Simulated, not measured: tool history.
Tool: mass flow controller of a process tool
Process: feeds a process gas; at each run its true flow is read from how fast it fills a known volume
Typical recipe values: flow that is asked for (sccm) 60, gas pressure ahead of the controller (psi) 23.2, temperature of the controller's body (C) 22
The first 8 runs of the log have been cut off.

run,hour,flow that is asked for (sccm),gas pressure ahead of the controller (psi),temperature of the controller's body (C),hours of work since the controller was set to zero,hours of work since the controller was changed,true flow (%)
9,1943.5,60,23.2,30,4199,4199,99.04
10,2242.9,60,23.2,30,4359,4359,98.88
11,2468.0,60,20.7,30,4479,4479,99.07
12,2708.8,60,22.0,22,4608,4608,99.19
13,3016.0,60,22.0,22,4772,4772,99.04
14,3305.0,60,31.2,22,4926,4926,98.98
15,3494.4,60,26.5,22,5027,5027,99.16
16,3767.4,49,38.1,24,5173,5173,98.41
17,4089.5,49,33.4,20,5344,5344,98.44
18,4399.2,18,35.0,31,5510,5510,97.70
19,4607.4,18,35.0,31,5621,5621,97.38
20,4939.7,18,35.0,31,5798,5798,97.51
21,5259.6,17,23.2,37,5969,5969,97.54
22,5573.4,46,36.4,21,6136,6136,98.26
23,5731.2,46,20.5,34,6220,6220,98.04
24,5990.5,30,32.2,25,6359,6359,97.81
25,6290.1,83,36.4,32,6518,6518,98.52
26,6553.4,23,25.1,23,6659,6659,98.02
27,6844.9,19,29.0,27,6814,6814,97.47
28,6987.0,39,26.5,31,6890,6890,97.87
# hour 7113.1: gauge calibrated
29,7151.3,39,26.4,31,6978,6978,98.76
# hour 7245.1: controller's zero set anew
30,7336.1,22,26.4,31,49,7076,98.34

Below are 5 alternative next runs, each starting from the tool's condition after run 30. Predict each:
A,7606.6,58,26.0,31,193,7221,?
B,7606.6,63,34.7,20,193,7221,?
C,7606.6,24,26.4,31,193,7221,?
D,7606.6,22,26.0,22,193,7221,?
E,7606.6,66,36.0,22,193,7221,?

run,true flow (%)
A,99.11
B,99.13
C,98.37
D,98.67
E,99.23
The same runs, with their run-to-run variation unchanged, on a tool lacking any hidden condition would have given:
run,true flow (%)
A,99.18
B,99.19
C,98.44
D,98.74
E,99.30
